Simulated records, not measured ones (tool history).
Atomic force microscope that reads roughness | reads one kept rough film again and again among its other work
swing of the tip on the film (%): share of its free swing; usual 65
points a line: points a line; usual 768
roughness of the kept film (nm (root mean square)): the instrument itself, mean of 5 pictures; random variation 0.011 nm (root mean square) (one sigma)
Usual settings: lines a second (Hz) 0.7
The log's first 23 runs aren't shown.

| run | hour | lines a second (Hz) | swing of the tip on the film (%) | points a line | roughness of the kept film (nm (root mean square)) |
|---|---|---|---|---|---|
| 24 | 599.5 | 2.396 | 65 | 514 | 2.35 |
| 25 | 632.3 | 3.17 | 81 | 935 | 2.122 |
| 26 | 653.6 | 3.944 | 81 | 782 | 2.034 |
| 27 | 681.7 | 1.311 | 65 | 396 | 2.377 |
| 28 | 709.5 | 1.311 | 65 | 396 | 2.4 |
| 29 | 725.4 | 2.613 | 68 | 308 | 2.267 |
|  | 739.2 | new tip fitted |
| 30 | 756.9 | 2.613 | 63 | 308 | 2.319 |
| 31 | 777.7 | 3.135 | 65 | 768 | 2.317 |
| 32 | 792.4 | 3.135 | 65 | 768 | 2.322 |
| 33 | 818.6 | 3.135 | 65 | 768 | 2.323 |
| 34 | 846.3 | 3.719 | 65 | 962 | 2.299 |

Forecast each of these 5 alternatives for the next run:
| A | 870.5 | 0.97 | 65 | 962 | ? |
| B | 870.5 | 3.719 | 65 | 483 | ? |
| C | 870.5 | 0.911 | 62 | 768 | ? |
| D | 870.5 | 0.999 | 65 | 962 | ? |
| E | 870.5 | 0.63 | 67 | 962 | ? |

| run | roughness of the kept film (nm (root mean square)) |
|---|---|
| A | 2.428 |
| B | 2.262 |
| C | 2.448 |
| D | 2.448 |
| E | 2.447 |
Without the tool's hidden state the same runs would have given:
| run | roughness of the kept film (nm (root mean square)) |
|---|---|
| A | 2.435 |
| B | 2.268 |
| C | 2.455 |
| D | 2.455 |
| E | 2.454 |
